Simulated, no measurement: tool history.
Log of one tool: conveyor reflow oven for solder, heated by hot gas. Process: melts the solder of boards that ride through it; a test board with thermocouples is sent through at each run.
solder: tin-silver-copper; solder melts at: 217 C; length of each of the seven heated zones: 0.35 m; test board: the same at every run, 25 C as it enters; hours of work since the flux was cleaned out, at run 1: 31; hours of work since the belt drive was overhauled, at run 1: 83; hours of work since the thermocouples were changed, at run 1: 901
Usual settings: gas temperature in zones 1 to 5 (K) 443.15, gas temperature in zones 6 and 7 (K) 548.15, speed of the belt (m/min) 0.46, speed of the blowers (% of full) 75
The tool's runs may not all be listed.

run	hour	gas temperature in zones 1 to 5 (K)	gas temperature in zones 6 and 7 (K)	speed of the belt (m/min)	speed of the blowers (% of full)	hours of work since the flux was cleaned out	hours of work since the belt drive was overhauled	hours of work since the thermocouples were changed	highest temperature of the board (K)	time above the solder's melting point (s)
1	0	443.15	548.15	0.46	75	31	83	901	529.45	69.7
2	16	443.15	548.15	0.46	75	38	90	908	529.55	69.7
3	31.5	443.15	548.15	0.46	75	44	96	914	529.15	69.7
4	49	443.15	548.15	0.46	75	52	104	922	529.25	69.7
5	66.5	443.15	548.15	0.46	75	59	111	929	529.45	69.6
6	77.4	443.15	548.15	0.46	75	64	116	934	529.05	70
7	95.9	443.15	548.15	0.46	75	72	124	942	529.05	69.5
8	116.8	443.15	548.15	0.448	75	81	133	951	529.75	72.5
9	135.4	449.15	548.15	0.46	75	89	141	959	530.15	72.7
# hour 146.1: thermocouples of zones 6 and 7 changed
10	148.9	449.15	548.15	0.46	75	94	146	1	531.15	74
11	159.4	449.15	548.15	0.504	75	98	150	6	527.95	64.3
12	176.9	449.15	548.15	0.504	75	106	158	13	527.95	64
# hour 183.3: flux residue cleaned out of gas plates and filters
13	195.3	449.15	548.15	0.428	75	5	163	19	533.25	81.1
14	216.3	443.15	548.15	0.46	75	14	172	28	529.75	70.2
15	225.9	443.15	548.15	0.46	75	18	176	32	529.65	70
16	238	443.15	548.15	0.46	75	23	182	37	530.05	70.4
# hour 249.2: flux residue cleaned out of gas plates and filters, once more
17	263.5	443.15	541.15	0.46	51	6	190	46	519.25	59.2
18	281.2	443.15	541.15	0.46	51	14	198	54	519.15	59
19	290.6	450.15	548.15	0.46	82	18	202	58	532.75	75.8
20	305.7	450.15	548.15	0.46	82	24	208	64	532.65	76.1
21	317.9	450.15	548.15	0.449	76	29	214	69	532.65	77.3
22	327	443.15	556.15	0.527	75	33	217	73	531.85	62.2
23	343.9	453.15	548.15	0.515	60	41	225	80	525.15	61.6
24	356.6	432.15	561.15	0.46	75	46	230	86	540.15	73.6
25	366	432.15	548.15	0.46	85	50	234	90	530.45	67.2
26	376.3	448.15	548.15	0.46	85	54	239	94	532.65	75
27	394.2	448.15	537.15	0.46	85	62	246	102	522.95	67.3
28	413.3	448.15	537.15	0.46	85	70	254	110	522.65	67.5
29	428.1	448.15	537.15	0.46	85	77	261	116	522.65	67.3
30	447.4	448.15	555.15	0.396	85	85	269	125	543.25	95.2

4 ways to go on from here, each from the tool as it stands after run 30. What would each give?
A	462.4	443.15	540.15	0.395	75	91	275	131	?	?
B	462.4	443.15	548.15	0.434	75	91	275	131	?	?
C	462.4	439.15	555.15	0.396	51	91	275	131	?	?
D	462.4	455.15	548.15	0.46	75	91	275	131	?	?

run	highest temperature of the board (K)	time above the solder's melting point (s)
A	527.45	81.8
B	531.95	76.9
C	536.15	85.6
D	531.95	77.4
Without the tool's hidden state the same runs would have given:
run	highest temperature of the board (K)	time above the solder's melting point (s)
A	528.25	82.1
B	532.65	77.1
C	536.85	85.6
D	532.75	77.5

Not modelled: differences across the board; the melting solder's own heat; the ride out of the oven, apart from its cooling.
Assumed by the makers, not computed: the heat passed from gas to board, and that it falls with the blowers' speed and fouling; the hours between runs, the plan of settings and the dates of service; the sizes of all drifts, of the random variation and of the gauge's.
